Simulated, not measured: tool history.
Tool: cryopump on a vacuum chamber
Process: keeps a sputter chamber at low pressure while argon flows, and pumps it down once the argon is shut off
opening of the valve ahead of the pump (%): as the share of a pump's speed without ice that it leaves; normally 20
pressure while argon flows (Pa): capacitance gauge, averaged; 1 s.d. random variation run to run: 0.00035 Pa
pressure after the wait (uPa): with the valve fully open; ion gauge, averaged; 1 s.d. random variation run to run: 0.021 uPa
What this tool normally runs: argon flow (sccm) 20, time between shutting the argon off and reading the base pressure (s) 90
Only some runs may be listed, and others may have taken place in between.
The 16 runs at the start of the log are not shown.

run	hour	argon flow (sccm)	time between shutting the argon off and reading the base pressure (s)	opening of the valve ahead of the pump (%)	pressure while argon flows (Pa)	pressure after the wait (uPa)
17	1040.8	20	90	20	0.1088	1.39
18	1126.3	20	90	20	0.1093	1.47
19	1166.8	21	45	20	0.1146	1.72
20	1202.6	21	55	20	0.1142	1.67
21	1265.2	11	55	19	0.0632	1.67
22	1314.6	11	55	19	0.0631	1.67
23	1383.6	19	148	45	0.0478	1.47
24	1455	28	79	16	0.1906	1.63
# hour 1478.6: pump warmed up, emptied and cooled again
25	1527.2	20	79	26	0.0814	1.39
26	1580	13	90	43	0.0325	1.43
27	1627.8	19	57	25	0.0807	1.52
28	1706.8	18	66	25	0.0761	1.57
29	1769	18	63	35	0.0546	1.65
30	1855.2	26	63	28	0.0998	1.64
31	1926.4	26	112	59	0.0482	1.49
32	1991.8	26	112	59	0.0478	1.56
33	2045.2	14	90	20	0.0746	1.56
34	2106.7	21	34	56	0.0412	1.97
35	2160.9	21	170	35	0.0649	1.5

What if the next run were any one of these 3? Each begins from the tool's condition after run 35:
A	2196	8	20	20	?	?
B	2196	17	50	36	?	?
C	2196	22	50	57	?	?

run	pressure while argon flows (Pa)	pressure after the wait (uPa)
A	0.0432	2.48
B	0.0514	1.88
C	0.0429	1.83
Had the tool no hidden state, the same runs would have come out as:
run	pressure while argon flows (Pa)	pressure after the wait (uPa)
A	0.0425	1.22
B	0.0498	0.64
C	0.0409	0.58

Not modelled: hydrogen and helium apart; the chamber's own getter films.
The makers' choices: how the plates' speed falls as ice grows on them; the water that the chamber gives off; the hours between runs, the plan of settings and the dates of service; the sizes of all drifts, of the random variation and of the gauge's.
